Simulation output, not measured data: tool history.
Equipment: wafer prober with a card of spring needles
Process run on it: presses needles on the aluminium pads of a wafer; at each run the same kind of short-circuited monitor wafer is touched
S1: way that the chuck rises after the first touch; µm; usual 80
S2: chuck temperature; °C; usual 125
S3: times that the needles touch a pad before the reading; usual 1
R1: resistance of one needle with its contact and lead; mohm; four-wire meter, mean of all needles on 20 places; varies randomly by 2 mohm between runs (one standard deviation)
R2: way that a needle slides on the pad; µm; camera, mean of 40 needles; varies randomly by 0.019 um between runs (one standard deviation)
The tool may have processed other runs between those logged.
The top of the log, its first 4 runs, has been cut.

{"day": 3.625, "done": "tips cleaned on abrasive film"}
{"run": 5, "day": 3.729, "S1": 80, "S2": 125, "S3": 1, "R1": 225, "R2": 10.87}
{"day": 4.412, "done": "tips cleaned on abrasive film"}
{"run": 6, "day": 4.683, "S1": 80, "S2": 125, "S3": 1, "R1": 222, "R2": 10.83}
{"day": 5.221, "done": "tips cleaned on abrasive film"}
{"run": 7, "day": 5.942, "S1": 80, "S2": 125, "S3": 1, "R1": 228, "R2": 10.88}
{"day": 6.017, "done": "tips cleaned on abrasive film"}
{"run": 8, "day": 6.633, "S1": 80, "S2": 125, "S3": 1, "R1": 224, "R2": 10.84}
{"day": 6.842, "done": "tips cleaned on abrasive film"}
{"run": 9, "day": 7.312, "S1": 80, "S2": 125, "S3": 1, "R1": 227, "R2": 10.86}
{"day": 7.625, "done": "tips cleaned on abrasive film"}
{"run": 10, "day": 7.992, "S1": 80, "S2": 125, "S3": 1, "R1": 221, "R2": 10.85}
{"day": 8.442, "done": "tips cleaned on abrasive film"}
{"day": 8.654, "done": "height of the first contact set anew"}
{"run": 11, "day": 9.196, "S1": 80, "S2": 125, "S3": 1, "R1": 226, "R2": 10.84}
{"day": 9.317, "done": "tips cleaned on abrasive film"}
{"day": 10.121, "done": "tips cleaned on abrasive film"}
{"run": 12, "day": 10.458, "S1": 80, "S2": 125, "S3": 1, "R1": 226, "R2": 10.87}
{"day": 10.95, "done": "tips cleaned on abrasive film"}
{"day": 11.717, "done": "tips cleaned on abrasive film"}
{"run": 13, "day": 11.896, "S1": 80, "S2": 125, "S3": 1, "R1": 222, "R2": 10.85}
{"day": 12.488, "done": "tips cleaned on abrasive film"}
{"run": 14, "day": 13.146, "S1": 83, "S2": 125, "S3": 1, "R1": 224, "R2": 11.26}
{"day": 13.325, "done": "tips cleaned on abrasive film"}
{"run": 15, "day": 13.888, "S1": 83, "S2": 125, "S3": 1, "R1": 224, "R2": 11.25}
{"day": 14.167, "done": "tips cleaned on abrasive film"}
{"run": 16, "day": 14.825, "S1": 83, "S2": 125, "S3": 1, "R1": 225, "R2": 11.27}
{"day": 14.971, "done": "tips cleaned on abrasive film"}
{"run": 17, "day": 15.5, "S1": 93, "S2": 125, "S3": 1, "R1": 221, "R2": 12.65}
{"day": 15.742, "done": "tips cleaned on abrasive film"}
{"day": 16.575, "done": "tips cleaned on abrasive film"}
{"run": 18, "day": 16.921, "S1": 79, "S2": 72, "S3": 3, "R1": 207, "R2": 10.73}
{"day": 17.4, "done": "tips cleaned on abrasive film"}
{"run": 19, "day": 17.946, "S1": 80, "S2": 81, "S3": 1, "R1": 214, "R2": 10.83}
{"day": 18.238, "done": "tips cleaned on abrasive film"}
{"day": 19.054, "done": "tips cleaned on abrasive film"}
{"run": 20, "day": 19.054, "S1": 61, "S2": 81, "S3": 1, "R1": 217, "R2": 8.28}
{"day": 19.842, "done": "tips cleaned on abrasive film"}
{"run": 21, "day": 20.229, "S1": 61, "S2": 40, "S3": 1, "R1": 211, "R2": 8.28}
{"day": 20.604, "done": "tips cleaned on abrasive film"}
{"run": 22, "day": 21.033, "S1": 64, "S2": 44, "S3": 1, "R1": 207, "R2": 8.69}
{"day": 21.371, "done": "tips cleaned on abrasive film"}
{"run": 23, "day": 21.942, "S1": 80, "S2": 41, "S3": 1, "R1": 205, "R2": 10.89}
{"day": 22.15, "done": "tips cleaned on abrasive film"}
{"day": 22.921, "done": "tips cleaned on abrasive film"}
{"run": 24, "day": 23.108, "S1": 80, "S2": 125, "S3": 2, "R1": 224, "R2": 10.87}
{"day": 23.783, "done": "tips cleaned on abrasive film"}
{"run": 25, "day": 24.188, "S1": 76, "S2": 125, "S3": 1, "R1": 223, "R2": 10.27}
{"day": 24.554, "done": "tips cleaned on abrasive film"}
{"run": 26, "day": 25.138, "S1": 80, "S2": 77, "S3": 2, "R1": 210, "R2": 10.84}
{"day": 25.329, "done": "tips cleaned on abrasive film"}
{"day": 26.1, "done": "tips cleaned on abrasive film"}
{"run": 27, "day": 26.104, "S1": 80, "S2": 74, "S3": 1, "R1": 210, "R2": 10.85}
{"day": 26.646, "done": "height of the first contact set anew"}
{"day": 26.879, "done": "tips cleaned on abrasive film"}
{"run": 28, "day": 27.196, "S1": 86, "S2": 38, "S3": 1, "R1": 200, "R2": 11.7}

Run 29 is up next; what results do you expect?
{"day": 27.654, "done": "tips cleaned on abrasive film"}
{"run": 29, "day": 28.162, "S1": 80, "S2": 26, "S3": 1, "R1": "?", "R2": "?"}

{"run 29": {"R1": 201, "R2": 10.87}}
Had the tool carried no hidden state, the very same run would have given R1 201 mohm, R2 10.87 µm.
